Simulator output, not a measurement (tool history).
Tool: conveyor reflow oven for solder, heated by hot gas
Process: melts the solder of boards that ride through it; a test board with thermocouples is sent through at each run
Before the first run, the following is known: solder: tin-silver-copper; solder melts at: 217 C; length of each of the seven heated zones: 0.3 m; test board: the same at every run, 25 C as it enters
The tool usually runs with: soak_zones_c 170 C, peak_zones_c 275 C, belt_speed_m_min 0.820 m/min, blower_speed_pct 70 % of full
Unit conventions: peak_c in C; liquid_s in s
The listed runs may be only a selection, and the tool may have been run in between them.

Run 1, day 0.000: usual settings. Result: peak_c 255.3 C, liquid_s 33.49 s.
Run 2, day 1.750: usual settings. Result: peak_c 254.7 C, liquid_s 33.40 s.
Run 3, day 4.000: usual settings but blower_speed_pct 72 % of full. Result: peak_c 254.9 C, liquid_s 33.34 s.
Run 4, day 5.954: usual settings. Result: peak_c 254.0 C, liquid_s 32.93 s.
Run 5, day 7.962: usual settings but peak_zones_c 288 C. Result: peak_c 264.6 C, liquid_s 36.93 s.
At day 8.838: belt drive overhauled, speed set with a stopwatch.
Run 6, day 9.421: usual settings but peak_zones_c 288 C. Result: peak_c 263.1 C, liquid_s 35.43 s.
Run 7, day 10.904: usual settings but peak_zones_c 288 C. Result: peak_c 262.8 C, liquid_s 35.17 s.
Run 8, day 12.146: usual settings but peak_zones_c 288 C. Result: peak_c 262.2 C, liquid_s 35.31 s.
At day 14.233: flux residue cleaned out of gas plates and filters.
Run 9, day 14.862: usual settings but peak_zones_c 288 C. Result: peak_c 259.2 C, liquid_s 33.65 s.
Run 10, day 16.508: usual settings but peak_zones_c 288 C. Result: peak_c 259.1 C, liquid_s 33.55 s.
Run 11, day 17.858: usual settings. Result: peak_c 248.7 C, liquid_s 28.83 s.
Run 12, day 20.288: usual settings. Result: peak_c 247.8 C, liquid_s 28.41 s.
Run 13, day 22.875: usual settings. Result: peak_c 247.3 C, liquid_s 28.31 s.
Run 14, day 24.750: usual settings. Result: peak_c 246.7 C, liquid_s 27.91 s.
Run 15, day 26.429: usual settings. Result: peak_c 246.6 C, liquid_s 27.63 s.
Run 16, day 28.258: usual settings but belt_speed_m_min 0.872 m/min, blower_speed_pct 64 % of full. Result: peak_c 242.0 C, liquid_s 23.02 s.
At day 28.733: flux residue cleaned out of gas plates and filters.
At day 29.821: flux residue cleaned out of gas plates and filters, once more.
Run 17, day 29.904: usual settings but soak_zones_c 169 C, peak_zones_c 286 C, belt_speed_m_min 0.679 m/min, blower_speed_pct 64 % of full. Result: peak_c 269.9 C, liquid_s 46.03 s.
Run 18, day 31.900: usual settings but soak_zones_c 169 C, peak_zones_c 286 C, belt_speed_m_min 0.679 m/min, blower_speed_pct 64 % of full. Result: peak_c 269.7 C, liquid_s 45.83 s.
Run 19, day 33.442: usual settings but soak_zones_c 169 C, peak_zones_c 286 C, belt_speed_m_min 0.679 m/min, blower_speed_pct 64 % of full. Result: peak_c 269.3 C, liquid_s 45.78 s.
Run 20, day 36.138: usual settings but soak_zones_c 169 C, peak_zones_c 286 C, belt_speed_m_min 0.679 m/min, blower_speed_pct 64 % of full. Result: peak_c 269.1 C, liquid_s 45.61 s.
Run 21, day 38.454: usual settings but soak_zones_c 169 C, peak_zones_c 286 C, belt_speed_m_min 0.679 m/min, blower_speed_pct 64 % of full. Result: peak_c 268.7 C, liquid_s 45.44 s.
Run 22, day 40.408: usual settings but soak_zones_c 175 C, peak_zones_c 283 C, belt_speed_m_min 0.687 m/min. Result: peak_c 267.2 C, liquid_s 45.85 s.
Run 23, day 42.788: usual settings but soak_zones_c 157 C, peak_zones_c 274 C, belt_speed_m_min 0.687 m/min. Result: peak_c 256.3 C, liquid_s 37.73 s.
At day 44.246: flux residue cleaned out of gas plates and filters.
Run 24, day 44.633: usual settings but soak_zones_c 182 C, peak_zones_c 274 C, belt_speed_m_min 0.687 m/min, blower_speed_pct 50 % of full. Result: peak_c 258.7 C, liquid_s 44.35 s.
Run 25, day 47.362: usual settings but peak_zones_c 289 C, belt_speed_m_min 0.770 m/min, blower_speed_pct 62 % of full. Result: peak_c 267.5 C, liquid_s 39.77 s.
Run 26, day 48.638: usual settings but peak_zones_c 289 C, belt_speed_m_min 0.770 m/min, blower_speed_pct 62 % of full. Result: peak_c 267.1 C, liquid_s 39.68 s.
Run 27, day 50.704: usual settings but belt_speed_m_min 0.713 m/min. Result: peak_c 259.0 C, liquid_s 40.35 s.
Run 28, day 51.879: usual settings but soak_zones_c 173 C, peak_zones_c 283 C, belt_speed_m_min 0.761 m/min, blower_speed_pct 55 % of full. Result: peak_c 260.8 C, liquid_s 38.23 s.
Run 29, day 53.529: usual settings but soak_zones_c 173 C, peak_zones_c 283 C, belt_speed_m_min 0.761 m/min, blower_speed_pct 55 % of full. Result: peak_c 260.6 C, liquid_s 38.30 s.

3 ways to go on from here, each from the tool as it stands after run 29. What would each give?
Run A, day 55.954: usual settings but soak_zones_c 183 C, peak_zones_c 283 C, belt_speed_m_min 0.719 m/min, blower_speed_pct 51 % of full. Result: peak_c ?, liquid_s ?.
Run B, day 55.954: usual settings but belt_speed_m_min 0.890 m/min. Result: peak_c ?, liquid_s ?.
Run C, day 55.954: usual settings but soak_zones_c 166 C, peak_zones_c 283 C, belt_speed_m_min 0.761 m/min, blower_speed_pct 55 % of full. Result: peak_c ?, liquid_s ?.

run  peak_c  liquid_s
  A   263.6     44.18
  B   249.9     27.67
  C   258.6     35.95
With the hidden condition removed and each run's random variation left untouched, the same runs would have given:
run  peak_c  liquid_s
  A   264.3     43.89
  B   251.3     28.14
  C   259.7     36.02
